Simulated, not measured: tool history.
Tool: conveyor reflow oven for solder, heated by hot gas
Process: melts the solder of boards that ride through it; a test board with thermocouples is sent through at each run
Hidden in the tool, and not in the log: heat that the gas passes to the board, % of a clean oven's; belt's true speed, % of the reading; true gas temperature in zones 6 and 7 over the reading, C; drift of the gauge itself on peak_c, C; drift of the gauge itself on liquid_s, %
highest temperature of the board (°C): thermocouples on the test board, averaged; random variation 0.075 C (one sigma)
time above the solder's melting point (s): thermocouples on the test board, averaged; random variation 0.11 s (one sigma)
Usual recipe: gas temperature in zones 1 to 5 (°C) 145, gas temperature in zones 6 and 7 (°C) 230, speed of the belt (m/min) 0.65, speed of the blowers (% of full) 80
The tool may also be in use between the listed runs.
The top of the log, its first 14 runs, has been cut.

run     day  gas temperature in zones 1 to 5 (°C)  gas temperature in zones 6 and 7 (°C)  speed of the belt (m/min)  speed of the blowers (% of full)  hours of work since the flux was cleaned out  hours of work since the belt drive was overhauled  hours of work since the thermocouples were changed  highest temperature of the board (°C)  time above the solder's melting point (s)
 15  15.158                                   145                                    230                       0.65                                76                                            66                                                212                                                 313                                 217.85                                       51.5
 16  16.379                                   145                                    230                       0.65                                76                                            79                                                225                                                 326                                 217.88                                       51.8
 17  17.704                                   145                                    225                       0.65                                76                                            93                                                239                                                 340                                 213.62                                         49
 18  18.738                                   145                                    230                      0.718                                80                                           105                                                250                                                 351                                 216.21                                       45.2
 19  19.967                                   136                                    239                      0.587                                61                                           118                                                263                                                 364                                 222.85                                         57
 20  21.012                                   136                                    239                      0.587                                61                                           129                                                274                                                 375                                 223.09                                       56.8
 21  22.362                                   136                                    242                      0.587                                61                                           143                                                289                                                 390                                 225.63                                       58.4
 22  23.388                                   141                                    230                       0.65                                61                                           154                                                300                                                 401                                  212.9                                         46
 23  24.738                                   153                                    230                      0.721                                62                                           169                                                314                                                 415                                 212.53                                       44.5
 24  25.871                                   145                                    230                      0.714                                80                                           181                                                326                                                 427                                 216.51                                       45.6
 25  26.525                                   145                                    230                      0.714                                80                                           188                                                333                                                 434                                 216.55                                       45.9
 26  27.412                                   152                                    244                      0.714                                80                                           197                                                343                                                 444                                 229.84                                         54
 27  28.275                                   146                                    227                      0.663                                51                                           206                                                352                                                 453                                 206.89                                       40.8
 28  29.304                                   146                                    232                      0.663                                51                                           217                                                363                                                 464                                  210.9                                       44.3
 29  30.221                                   146                                    232                        0.7                                59                                           227                                                373                                                 474                                 212.47                                       43.5
 30  31.379                                   155                                    230                      0.547                                80                                           240                                                385                                                 486                                 223.52                                       69.5
 31  32.838                                   155                                    233                      0.547                                80                                           255                                                401                                                 502                                  226.1                                       70.7

3 ways to go on from here, each from the tool as it stands after run 31. What would each give?
  A  33.596                                   145                                    236                      0.591                                81                                           263                                                409                                                 510                                      ?                                          ?
  B  33.596                                   135                                    230                       0.65                                80                                           263                                                409                                                 510                                      ?                                          ?
  C  33.596                                   140                                    223                      0.547                                80                                           263                                                409                                                 510                                      ?                                          ?

run  highest temperature of the board (°C)  time above the solder's melting point (s)
  A                                 226.52                                       62.2
  B                                 217.48                                       48.6
  C                                 215.59                                       59.5
The same runs, with their run-to-run variation unchanged, on a tool lacking any hidden condition would have given:
run  highest temperature of the board (°C)  time above the solder's melting point (s)
  A                                 226.53                                       62.2
  B                                 217.49                                       48.6
  C                                 215.59                                       59.5

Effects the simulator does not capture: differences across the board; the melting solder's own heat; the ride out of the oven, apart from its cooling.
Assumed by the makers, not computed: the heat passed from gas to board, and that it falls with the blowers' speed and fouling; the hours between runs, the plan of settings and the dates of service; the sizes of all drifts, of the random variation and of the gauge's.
